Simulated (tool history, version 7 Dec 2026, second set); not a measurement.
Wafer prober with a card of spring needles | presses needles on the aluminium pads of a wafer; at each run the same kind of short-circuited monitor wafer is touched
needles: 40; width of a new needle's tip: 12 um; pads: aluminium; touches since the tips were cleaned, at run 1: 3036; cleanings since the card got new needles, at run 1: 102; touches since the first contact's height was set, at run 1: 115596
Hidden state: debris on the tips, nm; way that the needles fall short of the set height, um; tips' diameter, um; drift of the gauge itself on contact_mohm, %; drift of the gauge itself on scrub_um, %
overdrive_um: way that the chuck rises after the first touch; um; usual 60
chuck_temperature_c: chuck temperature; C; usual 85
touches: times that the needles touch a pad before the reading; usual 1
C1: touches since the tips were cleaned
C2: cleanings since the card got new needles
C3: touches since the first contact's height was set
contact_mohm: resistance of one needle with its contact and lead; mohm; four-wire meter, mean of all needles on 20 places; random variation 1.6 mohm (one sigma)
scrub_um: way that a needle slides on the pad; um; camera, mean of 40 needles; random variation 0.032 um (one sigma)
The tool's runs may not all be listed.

Run 1, day 0.000: usual settings; C1 3036; C2 102; C3 115596. Result: contact_mohm 226 mohm, scrub_um 7.76 um.
At day 0.050: tips cleaned on abrasive film.
At day 0.242: tips cleaned on abrasive film.
At day 0.433: tips cleaned on abrasive film.
At day 0.675: tips cleaned on abrasive film.
At day 0.867: tips cleaned on abrasive film.
At day 1.058: tips cleaned on abrasive film.
Run 2, day 1.129: usual settings; C1 1178; C2 108; C3 133735. Result: contact_mohm 186 mohm, scrub_um 7.73 um.
At day 1.271: tips cleaned on abrasive film.
At day 1.462: tips cleaned on abrasive film.
At day 1.704: tips cleaned on abrasive film.
Run 3, day 1.850: usual settings; C1 2427; C2 111; C3 145414. Result: contact_mohm 213 mohm, scrub_um 7.63 um.
At day 1.900: tips cleaned on abrasive film.
At day 2.092: tips cleaned on abrasive film.
At day 2.283: tips cleaned on abrasive film.
At day 2.475: tips cleaned on abrasive film.
At day 2.667: tips cleaned on abrasive film.
Run 4, day 2.675: usual settings but overdrive_um 61 um; C1 106; C2 116; C3 158628. Result: contact_mohm 163 mohm, scrub_um 7.77 um.
At day 2.867: tips cleaned on abrasive film.
At day 3.058: tips cleaned on abrasive film.
At day 3.250: tips cleaned on abrasive film.
At day 3.488: tips cleaned on abrasive film.
At day 3.725: tips cleaned on abrasive film.
Run 5, day 3.862: usual settings; C1 2253; C2 121; C3 177841. Result: contact_mohm 208 mohm, scrub_um 7.59 um.
At day 3.962: tips cleaned on abrasive film.
At day 4.154: tips cleaned on abrasive film.
At day 4.346: tips cleaned on abrasive film.
At day 4.538: tips cleaned on abrasive film.
Run 6, day 4.562: usual settings; C1 450; C2 125; C3 189085. Result: contact_mohm 167 mohm, scrub_um 7.58 um.
At day 4.754: tips cleaned on abrasive film.
At day 4.946: tips cleaned on abrasive film.
At day 5.138: tips cleaned on abrasive film.
Run 7, day 5.142: usual settings but chuck_temperature_c 29 C; C1 41; C2 128; C3 198377. Result: contact_mohm 152 mohm, scrub_um 7.55 um.
At day 5.333: tips cleaned on abrasive film.
At day 5.525: tips cleaned on abrasive film.
At day 5.717: tips cleaned on abrasive film.
At day 5.954: tips cleaned on abrasive film.
At day 6.146: tips cleaned on abrasive film.
Run 8, day 6.196: usual settings but chuck_temperature_c 29 C; C1 792; C2 133; C3 215357. Result: contact_mohm 170 mohm, scrub_um 7.46 um.
At day 6.342: tips cleaned on abrasive film.
At day 6.533: tips cleaned on abrasive film.
At day 6.725: tips cleaned on abrasive film.
At day 6.962: tips cleaned on abrasive film.
Run 9, day 7.042: usual settings but chuck_temperature_c 29 C; C1 1264; C2 137; C3 228988. Result: contact_mohm 193 mohm, scrub_um 7.47 um.
At day 7.183: tips cleaned on abrasive film.
At day 7.375: tips cleaned on abrasive film.
At day 7.529: height of the first contact set anew.
At day 7.629: tips cleaned on abrasive film.
At day 7.867: tips cleaned on abrasive film.
At day 8.058: tips cleaned on abrasive film.
At day 8.250: tips cleaned on abrasive film.
Run 10, day 8.346: usual settings but chuck_temperature_c 29 C; C1 1593; C2 143; C3 13157. Result: contact_mohm 188 mohm, scrub_um 8.05 um.
At day 8.446: tips cleaned on abrasive film.
At day 8.683: tips cleaned on abrasive film.
At day 8.875: tips cleaned on abrasive film.
At day 9.112: tips cleaned on abrasive film.
At day 9.304: tips cleaned on abrasive film.
At day 9.496: tips cleaned on abrasive film.
Run 11, day 9.571: usual settings but chuck_temperature_c 48 C; C1 1197; C2 149; C3 32857. Result: contact_mohm 182 mohm, scrub_um 8.02 um.
At day 9.712: tips cleaned on abrasive film.
At day 9.954: tips cleaned on abrasive film.
At day 10.146: tips cleaned on abrasive film.
At day 10.383: tips cleaned on abrasive film.
Run 12, day 10.512: usual settings but chuck_temperature_c 48 C; C1 2091; C2 153; C3 48055. Result: contact_mohm 212 mohm, scrub_um 7.96 um.
At day 10.608: tips cleaned on abrasive film.
At day 10.846: tips cleaned on abrasive film.
At day 11.038: tips cleaned on abrasive film.
At day 11.229: tips cleaned on abrasive film.
Run 13, day 11.350: usual settings but overdrive_um 57 um, chuck_temperature_c 36 C; C1 1945; C2 157; C3 61565. Result: contact_mohm 200 mohm, scrub_um 7.55 um.
At day 11.446: tips cleaned on abrasive film.
At day 11.683: tips cleaned on abrasive film.
At day 11.875: tips cleaned on abrasive film.
At day 12.067: tips cleaned on abrasive film.
At day 12.296: tips cleaned on abrasive film.
Run 14, day 12.296: usual settings but overdrive_um 57 um, chuck_temperature_c 36 C; C1 0; C2 162; C3 76820. Result: contact_mohm 151 mohm, scrub_um 7.46 um.
At day 12.538: tips cleaned on abrasive film.
At day 12.729: tips cleaned on abrasive film.
At day 12.967: tips cleaned on abrasive film.
Run 15, day 13.108: usual settings but overdrive_um 56 um, chuck_temperature_c 55 C, touches 2; C1 2365; C2 165; C3 89978. Result: contact_mohm 187 mohm, scrub_um 7.32 um.
At day 13.162: tips cleaned on abrasive film.
At day 13.400: tips cleaned on abrasive film.
At day 13.592: tips cleaned on abrasive film.
At day 13.783: tips cleaned on abrasive film.
At day 13.975: tips cleaned on abrasive film.
Run 16, day 14.083: usual settings but overdrive_um 47 um, chuck_temperature_c 56 C; C1 1784; C2 170; C3 105640. Result: contact_mohm 225 mohm, scrub_um 6.02 um.
At day 14.179: tips cleaned on abrasive film.
At day 14.371: tips cleaned on abrasive film.
At day 14.612: tips cleaned on abrasive film.
At day 14.804: tips cleaned on abrasive film.
Run 17, day 14.950: usual settings but overdrive_um 47 um, chuck_temperature_c 56 C; C1 2461; C2 174; C3 119663. Result: contact_mohm 262 mohm, scrub_um 6.04 um.
At day 15.004: tips cleaned on abrasive film.
At day 15.196: tips cleaned on abrasive film.
At day 15.433: tips cleaned on abrasive film.
At day 15.625: tips cleaned on abrasive film.
At day 15.817: tips cleaned on abrasive film.
Run 18, day 15.838: usual settings but overdrive_um 47 um, chuck_temperature_c 56 C; C1 359; C2 179; C3 133899. Result: contact_mohm 181 mohm, scrub_um 5.99 um.
At day 16.029: tips cleaned on abrasive film.
At day 16.221: tips cleaned on abrasive film.
At day 16.458: tips cleaned on abrasive film.
At day 16.650: tips cleaned on abrasive film.
Run 19, day 16.792: usual settings but overdrive_um 56 um, chuck_temperature_c 79 C; C1 2295; C2 183; C3 149301. Result: contact_mohm 228 mohm, scrub_um 7.14 um.
At day 16.888: tips cleaned on abrasive film.
At day 17.079: tips cleaned on abrasive film.
At day 17.271: tips cleaned on abrasive film.
Run 20, day 17.388: usual settings but overdrive_um 56 um, chuck_temperature_c 79 C; C1 1877; C2 186; C3 158888. Result: contact_mohm 226 mohm, scrub_um 7.13 um.
At day 17.483: tips cleaned on abrasive film.
At day 17.675: tips cleaned on abrasive film.
At day 17.917: tips cleaned on abrasive film.
Run 21, day 18.100: usual settings but overdrive_um 56 um, chuck_temperature_c 79 C; C1 3058; C2 189; C3 170427. Result: contact_mohm 251 mohm, scrub_um 7.11 um.
At day 18.154: tips cleaned on abrasive film.
At day 18.346: tips cleaned on abrasive film.
At day 18.583: tips cleaned on abrasive film.
At day 18.808: tips cleaned on abrasive film.
Run 22, day 18.808: usual settings but overdrive_um 56 um, chuck_temperature_c 79 C; C1 0; C2 193; C3 181763. Result: contact_mohm 162 mohm, scrub_um 7.03 um.
At day 19.000: tips cleaned on abrasive film.
At day 19.238: tips cleaned on abrasive film.
At day 19.475: tips cleaned on abrasive film.
Run 23, day 19.617: usual settings but overdrive_um 72 um, chuck_temperature_c 27 C, touches 2; C1 2288; C2 196; C3 194844. Result: contact_mohm 176 mohm, scrub_um 9.16 um.
At day 19.712: tips cleaned on abrasive film.
At day 19.904: tips cleaned on abrasive film.
At day 20.096: tips cleaned on abrasive film.
At day 20.288: tips cleaned on abrasive film.
At day 20.479: tips cleaned on abrasive film.
At day 20.671: tips cleaned on abrasive film.
Run 24, day 20.838: usual settings but overdrive_um 72 um, chuck_temperature_c 27 C, touches 2; C1 2712; C2 202; C3 214518. Result: contact_mohm 184 mohm, scrub_um 9.10 um.

5 ways to go on from here, each from the tool as it stands after run 24. What would each give?
At day 20.888: tips cleaned on abrasive film.
At day 21.079: tips cleaned on abrasive film.
At day 21.317: tips cleaned on abrasive film.
Run A, day 21.438: usual settings but chuck_temperature_c 58 C; C1 1969; C2 205; C3 224198. Result: contact_mohm ?, scrub_um ?.
At day 20.888: tips cleaned on abrasive film.
At day 21.079: tips cleaned on abrasive film.
At day 21.317: tips cleaned on abrasive film.
Run B, day 21.438: usual settings but overdrive_um 72 um, chuck_temperature_c 27 C; C1 1969; C2 205; C3 224198. Result: contact_mohm ?, scrub_um ?.
At day 20.888: tips cleaned on abrasive film.
At day 21.079: tips cleaned on abrasive film.
At day 21.317: tips cleaned on abrasive film.
Run C, day 21.438: usual settings but overdrive_um 51 um, chuck_temperature_c 58 C, touches 2; C1 1969; C2 205; C3 224198. Result: contact_mohm ?, scrub_um ?.
At day 20.888: tips cleaned on abrasive film.
At day 21.079: tips cleaned on abrasive film.
At day 21.317: tips cleaned on abrasive film.
Run D, day 21.438: usual settings but overdrive_um 48 um, chuck_temperature_c 44 C, touches 2; C1 1969; C2 205; C3 224198. Result: contact_mohm ?, scrub_um ?.
At day 20.888: tips cleaned on abrasive film.
At day 21.079: tips cleaned on abrasive film.
At day 21.317: tips cleaned on abrasive film.
Run E, day 21.438: usual settings but overdrive_um 53 um, touches 2; C1 1969; C2 205; C3 224198. Result: contact_mohm ?, scrub_um ?.

run  contact_mohm  scrub_um
  A           211      7.49
  B           189      9.08
  C           202      6.20
  D           205      5.89
  E           199      6.51
Without the tool's hidden state the same runs would have given:
run  contact_mohm  scrub_um
  A           147      8.13
  B           141      9.71
  C           148      6.83
  D           144      6.52
  E           151      7.14
